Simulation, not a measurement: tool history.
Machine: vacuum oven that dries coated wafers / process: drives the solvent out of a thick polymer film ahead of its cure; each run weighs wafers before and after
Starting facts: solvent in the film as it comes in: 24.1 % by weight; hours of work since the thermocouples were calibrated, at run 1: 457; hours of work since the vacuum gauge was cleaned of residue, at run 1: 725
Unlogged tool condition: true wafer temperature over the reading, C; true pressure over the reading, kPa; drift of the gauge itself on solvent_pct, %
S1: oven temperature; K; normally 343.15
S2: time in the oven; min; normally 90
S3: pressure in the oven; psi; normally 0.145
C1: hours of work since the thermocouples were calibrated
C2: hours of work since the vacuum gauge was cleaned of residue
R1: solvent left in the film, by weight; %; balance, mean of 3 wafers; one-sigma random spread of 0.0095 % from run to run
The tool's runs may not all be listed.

run    hour      S1   S2     S3   C1    C2     R1
  1     0.0  343.15   90  0.145  457   725  1.064
  2    50.5  343.15   90  0.145  487   755  1.075
  3   131.4  343.15   90  0.145  535   804  1.041
  4   227.9  343.15   90  0.145  593   861  1.061
      253.7  -- oven's thermocouples calibrated
  5   315.1  343.15   90  0.145   37   912  1.122
  6   366.4  343.15   90  0.145   67   943  1.130
  7   443.4  343.15   90  0.145  113   989  1.115
  8   522.9  343.15   90  0.310  161  1036  1.336
  9   639.5  343.15   90  0.145  230  1106  1.090
 10   733.1  343.15   90  0.145  286  1162  1.119
 11   793.7  343.15   58  0.145  323  1198  2.787
 12   912.4  352.15   63  0.123  393  1269  0.954
 13  1018.6  334.15   62  0.439  457  1332  5.271
 14  1114.9  334.15   47  0.384  514  1390  7.009
 15  1176.6  352.15  139  0.145  551  1427  0.237
 16  1236.2  347.15   90  0.145  587  1462  0.698
     1274.1  -- oven's thermocouples calibrated
 17  1314.7  347.15   90  0.374   24  1508  1.054
 18  1376.2  333.15   60  0.186   61  1545  5.707
 19  1493.1  333.15   60  0.186  131  1615  5.701
 20  1558.7  343.15  113  0.074  170  1654  0.654
 21  1644.5  351.15   90  0.271  221  1705  0.621
 22  1736.2  351.15   90  0.271  276  1760  0.614

Branching from run 22: 4 alternative next runs. What would each branch give?
  A  1811.0  353.15  90  0.168  321  1804   ?
  B  1811.0  343.15  76  0.450  321  1804   ?
  C  1811.0  351.15  47  0.421  321  1804   ?
  D  1811.0  350.15  75  0.271  321  1804   ?

run     R1
  A  0.431
  B  2.148
  C  2.507
  D  0.997
Without the tool's hidden state the same runs would have given:
run     R1
  A  0.306
  B  1.932
  C  2.334
  D  0.842

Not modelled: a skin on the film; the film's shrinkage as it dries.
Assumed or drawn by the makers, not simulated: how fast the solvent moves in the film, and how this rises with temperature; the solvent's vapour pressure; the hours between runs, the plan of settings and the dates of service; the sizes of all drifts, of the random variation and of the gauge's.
